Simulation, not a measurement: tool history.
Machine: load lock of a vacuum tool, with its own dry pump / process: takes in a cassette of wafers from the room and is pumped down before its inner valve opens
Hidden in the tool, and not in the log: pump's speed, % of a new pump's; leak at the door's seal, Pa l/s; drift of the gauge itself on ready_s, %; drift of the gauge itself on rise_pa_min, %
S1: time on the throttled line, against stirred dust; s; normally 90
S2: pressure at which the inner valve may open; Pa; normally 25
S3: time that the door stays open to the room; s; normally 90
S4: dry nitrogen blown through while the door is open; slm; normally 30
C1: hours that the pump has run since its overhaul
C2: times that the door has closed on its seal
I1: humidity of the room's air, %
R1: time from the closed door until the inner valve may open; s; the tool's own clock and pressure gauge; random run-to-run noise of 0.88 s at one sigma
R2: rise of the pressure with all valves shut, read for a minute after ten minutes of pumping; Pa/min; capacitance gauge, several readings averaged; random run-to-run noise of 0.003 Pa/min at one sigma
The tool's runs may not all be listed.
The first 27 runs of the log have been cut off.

run,hour,S1,S2,S3,S4,C1,C2,I1,R1,R2
28,2229.4,93,36,90,10,6379,4348,44.5,139.0,0.038
29,2311.9,93,36,90,29,6461,4570,43.3,139.0,0.030
30,2407.8,93,36,90,29,6557,4828,47.6,140.1,0.029
31,2502.5,93,36,90,29,6652,5084,47.8,140.5,0.028
32,2584.4,93,36,90,29,6734,5304,46.5,140.8,0.032
33,2655.0,173,36,139,29,6804,5494,46.0,202.2,0.031
34,2701.6,79,36,34,29,6851,5620,42.4,130.7,0.028
35,2797.0,79,36,34,29,6946,5877,43.6,130.9,0.030
36,2882.0,79,36,34,29,7031,6106,44.9,130.2,0.033

5 options for the next run, each taken on its own from the tool as it stands now. Forecast them:
A,2965.0,79,26,34,29,7114,6330,43.2,?,?
B,2965.0,108,36,213,10,7114,6330,43.7,?,?
C,2965.0,80,25,90,23,7114,6330,44.7,?,?
D,2965.0,107,36,123,29,7114,6330,48.0,?,?
E,2965.0,64,20,30,29,7114,6330,46.7,?,?

run,R1,R2
A,132.8,0.032
B,151.5,0.044
C,135.0,0.038
D,152.6,0.036
E,124.7,0.029
Without the tool's hidden state the same runs would have given:
run,R1,R2
A,128.7,0.009
B,148.2,0.021
C,130.9,0.015
D,149.2,0.013
E,120.2,0.006
